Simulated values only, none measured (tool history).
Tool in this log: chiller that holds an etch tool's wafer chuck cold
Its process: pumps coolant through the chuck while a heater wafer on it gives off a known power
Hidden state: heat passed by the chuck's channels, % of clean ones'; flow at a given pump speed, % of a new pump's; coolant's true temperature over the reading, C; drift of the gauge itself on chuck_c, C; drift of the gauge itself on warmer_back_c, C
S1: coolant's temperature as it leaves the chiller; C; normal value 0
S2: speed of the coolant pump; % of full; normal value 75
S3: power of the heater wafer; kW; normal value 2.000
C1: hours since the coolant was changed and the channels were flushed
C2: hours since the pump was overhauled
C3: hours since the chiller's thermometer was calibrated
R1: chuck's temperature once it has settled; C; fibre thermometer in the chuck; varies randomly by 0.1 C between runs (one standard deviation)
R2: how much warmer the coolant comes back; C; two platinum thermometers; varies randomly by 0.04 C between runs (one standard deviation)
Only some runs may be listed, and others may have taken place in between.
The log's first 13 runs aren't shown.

run	hour	S1	S2	S3	C1	C2	C3	R1	R2
14	837.4	0	64	2.935	110	2740	1107	27.1	15.23
15	886.2	0	80	2.000	159	2789	1156	16.0	8.23
16	955.1	0	80	2.000	228	2858	1225	15.9	8.25
17	1015.0	0	75	2.000	287	2918	1284	16.6	8.74
18	1065.5	0	75	1.560	338	2968	1335	13.1	6.80
19	1145.0	0	75	1.499	417	3048	1414	12.5	6.55
20	1202.9	-2	75	2.865	475	3106	1472	21.9	12.56
21	1284.5	-2	75	1.300	557	3187	1554	8.9	5.64
22	1354.9	-8	90	2.521	627	3258	1624	10.4	9.21
23	1411.4	-10	75	1.394	684	3314	1681	1.6	6.01
24	1484.4	1	66	2.000	757	3387	1754	19.2	9.98
25	1572.0	4	61	1.168	844	3475	1841	15.2	6.21

Estimate the outcome of run 26 from the log above:
26	1631.0	0	69	1.529	903	3534	1900	?	?

{"run 26": {"R1": 13.5, "R2": 7.19}}
With no hidden state in the tool, this same run would have given R1 13.5 C, R2 7.37 C.

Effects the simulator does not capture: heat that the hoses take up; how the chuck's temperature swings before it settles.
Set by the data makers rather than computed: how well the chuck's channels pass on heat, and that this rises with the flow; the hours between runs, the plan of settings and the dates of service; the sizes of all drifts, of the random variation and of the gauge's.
